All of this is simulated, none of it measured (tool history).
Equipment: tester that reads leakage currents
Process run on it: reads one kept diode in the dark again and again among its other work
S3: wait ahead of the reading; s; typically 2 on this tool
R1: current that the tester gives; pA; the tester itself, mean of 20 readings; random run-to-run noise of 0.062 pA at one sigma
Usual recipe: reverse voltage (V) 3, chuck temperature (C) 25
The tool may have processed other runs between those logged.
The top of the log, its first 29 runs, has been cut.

run 30 hour=1499.6 | reverse_voltage_(V)=11.65 chuck_temperature_(C)=25 S3=5.65 | R1=43.4
run 31 hour=1549.3 | reverse_voltage_(V)=9.19 chuck_temperature_(C)=22 S3=2 | R1=32.68
run 32 hour=1626.5 | reverse_voltage_(V)=9.19 chuck_temperature_(C)=22 S3=2 | R1=33.16
run 33 hour=1705.1 | reverse_voltage_(V)=1.26 chuck_temperature_(C)=39 S3=7.9 | R1=32.28
run 34 hour=1753.2 | reverse_voltage_(V)=13.46 chuck_temperature_(C)=25 S3=0.98 | R1=53.16
run 35 hour=1827.2 | reverse_voltage_(V)=2.27 chuck_temperature_(C)=25 S3=2 | R1=15.58
run 36 hour=1868.2 | reverse_voltage_(V)=8.56 chuck_temperature_(C)=60 S3=2 | R1=395.53
run 37 hour=1934.9 | reverse_voltage_(V)=1.99 chuck_temperature_(C)=53 S3=9.25 | R1=120.66
run 38 hour=1971.3 | reverse_voltage_(V)=4.34 chuck_temperature_(C)=38 S3=1.58 | R1=56.18
run 39 hour=2033.3 | reverse_voltage_(V)=4.34 chuck_temperature_(C)=38 S3=1.58 | R1=56.07
run 40 hour=2086.5 | reverse_voltage_(V)=4.34 chuck_temperature_(C)=38 S3=1.58 | R1=56.23
run 41 hour=2126.3 | reverse_voltage_(V)=4.34 chuck_temperature_(C)=38 S3=1.58 | R1=56.24

Predict each of these 3 candidate next runs independently; none follows another, all start after run 41:
run A hour=2203.1 | reverse_voltage_(V)=4.34 chuck_temperature_(C)=38 S3=1.11 | R1=?
run B hour=2203.1 | reverse_voltage_(V)=12.21 chuck_temperature_(C)=52 S3=0.82 | R1=?
run C hour=2203.1 | reverse_voltage_(V)=4.34 chuck_temperature_(C)=22 S3=1.58 | R1=?

run=A R1=56.66
run=B R1=264.86
run=C R1=21.02
The same runs, with their run-to-run variation unchanged, on a tool lacking any hidden condition would have given:
run=A R1=47.31
run=B R1=239.55
run=C R1=11.2
